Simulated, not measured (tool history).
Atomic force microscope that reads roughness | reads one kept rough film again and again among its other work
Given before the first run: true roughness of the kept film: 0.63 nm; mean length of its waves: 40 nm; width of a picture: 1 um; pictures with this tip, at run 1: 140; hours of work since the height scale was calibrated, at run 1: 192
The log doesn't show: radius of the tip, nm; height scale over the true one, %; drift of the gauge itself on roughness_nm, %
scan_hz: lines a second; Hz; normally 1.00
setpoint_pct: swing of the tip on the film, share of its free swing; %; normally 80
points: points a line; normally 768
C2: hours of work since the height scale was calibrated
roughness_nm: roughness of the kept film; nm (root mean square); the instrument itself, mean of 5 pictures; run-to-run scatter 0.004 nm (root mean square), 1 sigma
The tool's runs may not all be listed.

{"run": 1, "hour": 0.0, "scan_hz": 1.0, "setpoint_pct": 80, "points": 768, "pictures with this tip": 140, "C2": 192, "roughness_nm": 0.572}
{"run": 2, "hour": 6.8, "scan_hz": 1.0, "setpoint_pct": 80, "points": 883, "pictures with this tip": 152, "C2": 197, "roughness_nm": 0.572}
{"run": 3, "hour": 14.0, "scan_hz": 1.0, "setpoint_pct": 80, "points": 883, "pictures with this tip": 165, "C2": 203, "roughness_nm": 0.57}
{"run": 4, "hour": 24.7, "scan_hz": 1.0, "setpoint_pct": 80, "points": 883, "pictures with this tip": 184, "C2": 211, "roughness_nm": 0.563}
{"run": 5, "hour": 29.6, "scan_hz": 1.0, "setpoint_pct": 80, "points": 883, "pictures with this tip": 192, "C2": 214, "roughness_nm": 0.564}
{"run": 6, "hour": 34.7, "scan_hz": 1.0, "setpoint_pct": 80, "points": 883, "pictures with this tip": 201, "C2": 218, "roughness_nm": 0.557}
{"hour": 45.2, "done": "new tip fitted"}
{"run": 7, "hour": 45.2, "scan_hz": 0.92, "setpoint_pct": 80, "points": 883, "pictures with this tip": 0, "C2": 226, "roughness_nm": 0.579}
{"run": 8, "hour": 53.5, "scan_hz": 0.92, "setpoint_pct": 80, "points": 883, "pictures with this tip": 14, "C2": 232, "roughness_nm": 0.591}
{"run": 9, "hour": 61.9, "scan_hz": 1.0, "setpoint_pct": 65, "points": 768, "pictures with this tip": 29, "C2": 238, "roughness_nm": 0.596}
{"run": 10, "hour": 66.8, "scan_hz": 1.0, "setpoint_pct": 65, "points": 768, "pictures with this tip": 38, "C2": 242, "roughness_nm": 0.594}
{"run": 11, "hour": 72.2, "scan_hz": 1.0, "setpoint_pct": 65, "points": 768, "pictures with this tip": 47, "C2": 246, "roughness_nm": 0.594}
{"run": 12, "hour": 80.1, "scan_hz": 1.0, "setpoint_pct": 80, "points": 277, "pictures with this tip": 61, "C2": 252, "roughness_nm": 0.567}
{"run": 13, "hour": 89.2, "scan_hz": 1.0, "setpoint_pct": 80, "points": 268, "pictures with this tip": 77, "C2": 259, "roughness_nm": 0.568}
{"run": 14, "hour": 96.1, "scan_hz": 1.0, "setpoint_pct": 80, "points": 268, "pictures with this tip": 89, "C2": 264, "roughness_nm": 0.57}
{"hour": 97.9, "done": "height scale calibrated on a step standard"}
{"run": 15, "hour": 102.4, "scan_hz": 1.0, "setpoint_pct": 80, "points": 268, "pictures with this tip": 99, "C2": 3, "roughness_nm": 0.564}
{"run": 16, "hour": 113.0, "scan_hz": 1.0, "setpoint_pct": 80, "points": 268, "pictures with this tip": 117, "C2": 11, "roughness_nm": 0.571}
{"hour": 118.7, "done": "height scale calibrated on a step standard, once more"}
{"run": 17, "hour": 122.9, "scan_hz": 1.0, "setpoint_pct": 80, "points": 268, "pictures with this tip": 133, "C2": 3, "roughness_nm": 0.555}
{"run": 18, "hour": 131.6, "scan_hz": 1.0, "setpoint_pct": 80, "points": 268, "pictures with this tip": 148, "C2": 10, "roughness_nm": 0.557}
{"run": 19, "hour": 142.4, "scan_hz": 1.0, "setpoint_pct": 80, "points": 268, "pictures with this tip": 167, "C2": 18, "roughness_nm": 0.561}
{"run": 20, "hour": 149.1, "scan_hz": 2.59, "setpoint_pct": 71, "points": 519, "pictures with this tip": 179, "C2": 23, "roughness_nm": 0.541}
{"run": 21, "hour": 157.5, "scan_hz": 1.01, "setpoint_pct": 62, "points": 519, "pictures with this tip": 194, "C2": 29, "roughness_nm": 0.587}
{"run": 22, "hour": 166.5, "scan_hz": 1.01, "setpoint_pct": 62, "points": 519, "pictures with this tip": 209, "C2": 36, "roughness_nm": 0.583}
{"hour": 172.3, "done": "new tip fitted"}
{"run": 23, "hour": 172.6, "scan_hz": 0.76, "setpoint_pct": 79, "points": 265, "pictures with this tip": 0, "C2": 40, "roughness_nm": 0.583}
{"run": 24, "hour": 180.3, "scan_hz": 1.0, "setpoint_pct": 80, "points": 909, "pictures with this tip": 14, "C2": 46, "roughness_nm": 0.574}
{"run": 25, "hour": 189.7, "scan_hz": 1.0, "setpoint_pct": 80, "points": 909, "pictures with this tip": 30, "C2": 53, "roughness_nm": 0.575}
{"run": 26, "hour": 198.6, "scan_hz": 1.0, "setpoint_pct": 80, "points": 264, "pictures with this tip": 46, "C2": 60, "roughness_nm": 0.569}
{"run": 27, "hour": 206.9, "scan_hz": 1.0, "setpoint_pct": 78, "points": 768, "pictures with this tip": 61, "C2": 66, "roughness_nm": 0.582}
{"run": 28, "hour": 213.7, "scan_hz": 1.1, "setpoint_pct": 80, "points": 294, "pictures with this tip": 72, "C2": 71, "roughness_nm": 0.562}
{"run": 29, "hour": 221.0, "scan_hz": 0.58, "setpoint_pct": 80, "points": 909, "pictures with this tip": 85, "C2": 77, "roughness_nm": 0.583}
{"run": 30, "hour": 232.1, "scan_hz": 2.92, "setpoint_pct": 80, "points": 638, "pictures with this tip": 105, "C2": 85, "roughness_nm": 0.504}
{"run": 31, "hour": 242.6, "scan_hz": 2.92, "setpoint_pct": 80, "points": 638, "pictures with this tip": 123, "C2": 93, "roughness_nm": 0.507}
{"run": 32, "hour": 252.8, "scan_hz": 2.29, "setpoint_pct": 82, "points": 638, "pictures with this tip": 141, "C2": 101, "roughness_nm": 0.514}
{"run": 33, "hour": 260.0, "scan_hz": 2.29, "setpoint_pct": 82, "points": 638, "pictures with this tip": 154, "C2": 106, "roughness_nm": 0.516}
{"run": 34, "hour": 265.7, "scan_hz": 1.0, "setpoint_pct": 80, "points": 468, "pictures with this tip": 164, "C2": 110, "roughness_nm": 0.567}
{"run": 35, "hour": 275.7, "scan_hz": 1.0, "setpoint_pct": 83, "points": 387, "pictures with this tip": 181, "C2": 118, "roughness_nm": 0.556}
{"run": 36, "hour": 281.0, "scan_hz": 1.0, "setpoint_pct": 70, "points": 646, "pictures with this tip": 191, "C2": 122, "roughness_nm": 0.573}
{"run": 37, "hour": 288.2, "scan_hz": 1.17, "setpoint_pct": 80, "points": 768, "pictures with this tip": 203, "C2": 127, "roughness_nm": 0.554}
{"hour": 297.4, "done": "new tip fitted"}
{"run": 38, "hour": 298.9, "scan_hz": 1.0, "setpoint_pct": 84, "points": 1020, "pictures with this tip": 2, "C2": 135, "roughness_nm": 0.579}

Below, each run's measurement less what the same run would have read without the hidden state. Both values contain the same run-to-run variation, but the gauge's scatter may not be the same in both:
run=1 roughness_nm=-0.013
run=2 roughness_nm=-0.015
run=3 roughness_nm=-0.016
run=4 roughness_nm=-0.017
run=5 roughness_nm=-0.018
run=6 roughness_nm=-0.019
run=7 roughness_nm=+0.000
run=8 roughness_nm=-0.001
run=9 roughness_nm=-0.003
run=10 roughness_nm=-0.004
run=11 roughness_nm=-0.005
run=12 roughness_nm=-0.006
run=13 roughness_nm=-0.008
run=14 roughness_nm=-0.009
run=15 roughness_nm=-0.010
run=16 roughness_nm=-0.012
run=17 roughness_nm=-0.014
run=18 roughness_nm=-0.015
run=19 roughness_nm=-0.018
run=20 roughness_nm=-0.018
run=21 roughness_nm=-0.021
run=22 roughness_nm=-0.023
run=23 roughness_nm=-0.001
run=24 roughness_nm=-0.002
run=25 roughness_nm=-0.004
run=26 roughness_nm=-0.005
run=27 roughness_nm=-0.007
run=28 roughness_nm=-0.007
run=29 roughness_nm=-0.009
run=30 roughness_nm=-0.010
run=31 roughness_nm=-0.011
run=32 roughness_nm=-0.014
run=33 roughness_nm=-0.014
run=34 roughness_nm=-0.017
run=35 roughness_nm=-0.018
run=36 roughness_nm=-0.020
run=37 roughness_nm=-0.021
run=38 roughness_nm=+0.001
